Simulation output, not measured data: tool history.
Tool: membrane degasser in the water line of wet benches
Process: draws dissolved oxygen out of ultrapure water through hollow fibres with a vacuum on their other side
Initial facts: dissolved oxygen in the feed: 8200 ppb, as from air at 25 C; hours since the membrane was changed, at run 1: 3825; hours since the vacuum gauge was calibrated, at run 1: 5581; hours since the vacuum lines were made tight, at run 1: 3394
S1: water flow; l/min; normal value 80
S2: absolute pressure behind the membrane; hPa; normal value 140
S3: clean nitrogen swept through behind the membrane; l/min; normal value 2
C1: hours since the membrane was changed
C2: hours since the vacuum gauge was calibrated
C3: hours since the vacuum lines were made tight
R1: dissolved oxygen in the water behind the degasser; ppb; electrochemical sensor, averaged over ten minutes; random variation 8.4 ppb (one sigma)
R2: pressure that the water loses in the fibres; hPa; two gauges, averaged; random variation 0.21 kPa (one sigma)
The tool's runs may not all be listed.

run	hour	S1	S2	S3	C1	C2	C3	R1	R2
1	0	80	140	2	3825	5581	3394	853.5	476.4
2	102.6	80	140	2	3927	5684	3496	843.2	478.2
3	152.8	80	140	1.21	3977	5734	3546	1188.1	473.1
4	206	80	140	1.21	4031	5787	3600	1170.8	478.1
# hour 269: vacuum gauge calibrated
5	271.9	80	140	1.21	4096	3	3665	1177	474.8
6	365.7	118	140	1.21	4190	97	3759	1594.4	705.5
7	466.3	118	140	1.21	4290	197	3859	1619.5	699.5
8	560.5	91	140	3.41	4385	292	3954	643.8	542
9	671.4	64	126	5.98	4495	402	4065	244.6	378.3

Estimate the outcome of run 10 from the log above:
10	743.4	80	193	2	4567	474	4137	?	?

R1: 1158.4 ppb
R2: 473.7 hPa
On a tool with no hidden condition, and with the same random variation, this run would have come out at R1 1158.3 ppb, R2 476.7 hPa.
